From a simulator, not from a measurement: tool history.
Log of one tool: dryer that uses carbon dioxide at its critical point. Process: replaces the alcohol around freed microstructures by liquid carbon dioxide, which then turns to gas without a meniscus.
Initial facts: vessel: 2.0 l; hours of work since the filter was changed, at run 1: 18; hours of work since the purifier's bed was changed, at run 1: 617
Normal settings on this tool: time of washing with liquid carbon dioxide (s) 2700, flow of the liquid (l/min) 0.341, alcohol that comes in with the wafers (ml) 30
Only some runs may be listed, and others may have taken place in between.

run,hour,time of washing with liquid carbon dioxide (s),flow of the liquid (l/min),alcohol that comes in with the wafers (ml),hours of work since the filter was changed,hours of work since the purifier's bed was changed,alcohol left in the vessel before it's heated (ppm by volume)
1,0,2700,0.341,30,18,617,260
2,50.2,2700,0.341,30,55,654,284
3,88.5,2700,0.341,30,83,682,287
4,115.3,2700,0.341,24,102,701,291
5,149,2700,0.341,30,127,726,318
6,196.9,2700,0.341,20,162,761,322
7,243.6,1920,0.341,30,196,795,745
8,280.8,2700,0.341,22,223,822,358
# hour 300.7: purifier's bed changed
9,307.2,2940,0.341,22,241,5,81
# hour 314.3: inlet filter changed
10,342.8,1860,0.341,22,21,30,299
11,365.3,2760,0.341,33,37,47,91
12,412.8,1920,0.242,33,72,81,1193
13,453.9,1920,0.242,33,102,111,1250
14,501.6,1920,0.242,33,137,146,1357
15,535.1,3420,0.512,24,161,171,55
16,568.2,1620,0.313,24,186,195,922
17,608.5,2700,0.231,42,215,224,925
18,644,2040,0.341,33,241,250,597
# hour 652.6: inlet filter changed
19,666.3,2040,0.271,115,10,266,2325
20,706.5,2040,0.271,115,39,295,2468

5 ways to go on from here, each from the tool as it stands after run 20. What would each give?
A,754,4080,0.242,115,74,330,?
B,754,2700,0.327,94,74,330,?
C,754,4020,0.341,30,74,330,?
D,754,2640,0.424,24,74,330,?
E,754,2700,0.341,30,74,330,?

run,alcohol left in the vessel before it's heated (ppm by volume)
A,316
B,445
C,115
D,126
E,192
The same runs, with their run-to-run variation unchanged, on a tool lacking any hidden condition would have given:
run,alcohol left in the vessel before it's heated (ppm by volume)
A,156
B,256
C,15
D,22
E,71
